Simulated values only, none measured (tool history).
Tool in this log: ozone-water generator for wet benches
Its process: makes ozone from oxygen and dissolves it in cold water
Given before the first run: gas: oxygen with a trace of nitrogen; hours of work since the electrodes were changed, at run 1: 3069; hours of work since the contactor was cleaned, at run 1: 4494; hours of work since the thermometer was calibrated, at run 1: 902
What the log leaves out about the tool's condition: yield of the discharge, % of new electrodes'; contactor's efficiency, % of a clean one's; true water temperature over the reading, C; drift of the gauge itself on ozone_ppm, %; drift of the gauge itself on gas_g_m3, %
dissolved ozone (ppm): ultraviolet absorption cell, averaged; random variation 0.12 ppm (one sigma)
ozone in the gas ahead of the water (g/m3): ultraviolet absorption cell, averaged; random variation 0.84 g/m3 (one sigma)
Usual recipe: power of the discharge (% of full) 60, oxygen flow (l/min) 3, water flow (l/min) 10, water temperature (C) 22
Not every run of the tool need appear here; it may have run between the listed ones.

| run | day | power of the discharge (% of full) | oxygen flow (l/min) | water flow (l/min) | water temperature (C) | hours of work since the electrodes were changed | hours of work since the contactor was cleaned | hours of work since the thermometer was calibrated | dissolved ozone (ppm) | ozone in the gas ahead of the water (g/m3) |
|---|---|---|---|---|---|---|---|---|---|---|
| 1 | 0 | 60 | 3 | 10 | 22 | 3069 | 4494 | 902 | 10 | 116.3 |
| 2 | 1.888 | 60 | 3 | 10 | 22 | 3110 | 4535 | 942 | 10 | 114.9 |
| 3 | 6.104 | 60 | 3 | 10 | 22 | 3201 | 4626 | 1033 | 9.7 | 113.8 |
|  | 9.042 | contactor cleaned |
| 4 | 9.317 | 60 | 3 | 10 | 22 | 3267 | 6 | 1099 | 10.3 | 114.2 |
| 5 | 12.35 | 60 | 3 | 10 | 16 | 3332 | 71 | 1164 | 11.5 | 113.8 |
| 6 | 16.246 | 60 | 3 | 10 | 16 | 3416 | 155 | 1248 | 11 | 114.5 |
| 7 | 19.542 | 60 | 3 | 10 | 22 | 3487 | 226 | 1319 | 10.1 | 112.1 |
| 8 | 23.629 | 60 | 3 | 10 | 22 | 3575 | 314 | 1407 | 10.2 | 112.1 |
| 9 | 27.579 | 60 | 3 | 10 | 22 | 3660 | 399 | 1492 | 10.1 | 112.5 |
| 10 | 30.7 | 60 | 3 | 10 | 22 | 3727 | 467 | 1559 | 10 | 111.2 |
| 11 | 34.079 | 60 | 3 | 10 | 22 | 3800 | 540 | 1632 | 9.9 | 111.3 |
| 12 | 37.079 | 76 | 2.13 | 10 | 24 | 3865 | 604 | 1697 | 11.3 | 155.3 |
| 13 | 39.75 | 80 | 2.13 | 10 | 14 | 3922 | 662 | 1755 | 13.5 | 160 |
| 14 | 42.196 | 41 | 5.24 | 6 | 23 | 3975 | 714 | 1807 | 9.1 | 62 |
| 15 | 45.696 | 80 | 5.24 | 10 | 23 | 4051 | 790 | 1883 | 11.1 | 99 |
| 16 | 49.742 | 60 | 3.55 | 7 | 23 | 4138 | 877 | 1970 | 11.7 | 98 |
| 17 | 54.029 | 44 | 2.12 | 7 | 22 | 4230 | 969 | 2062 | 10.3 | 102.2 |
| 18 | 57.446 | 44 | 2.12 | 7 | 22 | 4304 | 1043 | 2136 | 10.1 | 102.8 |
| 19 | 61.338 | 44 | 2.12 | 7 | 22 | 4388 | 1127 | 2220 | 10.1 | 102.7 |
| 20 | 65.521 | 60 | 3.48 | 10 | 20 | 4478 | 1217 | 2310 | 9.6 | 96.4 |
| 21 | 67.817 | 47 | 3.86 | 11 | 22 | 4527 | 1267 | 2359 | 7.3 | 78.8 |

How would selected steps in dissolved ozone (ppm) from run to run divide? Give the signed amount a tool lacking its hidden state would still show from settings, what came in and random variation, and the signed amount left for the hidden state, including any gauge scatter that is not in both of the compared results.
Run 13 -> 14: power of the discharge (% of full) 80 -> 41, oxygen flow (l/min) 2.13 -> 5.24, water flow (l/min) 10 -> 6, water temperature (C) 14 -> 23. dissolved ozone (ppm) -4.4: hidden state +2.9, all else -7.3.
Run 14 -> 15: power of the discharge (% of full) 41 -> 80, water flow (l/min) 6 -> 10. dissolved ozone (ppm) +2: hidden state -2.4, all else +4.4.
Run 20 -> 21: power of the discharge (% of full) 60 -> 47, oxygen flow (l/min) 3.48 -> 3.86, water flow (l/min) 10 -> 11, water temperature (C) 20 -> 22. dissolved ozone (ppm) -2.3: hidden state +1.3, all else -3.6.
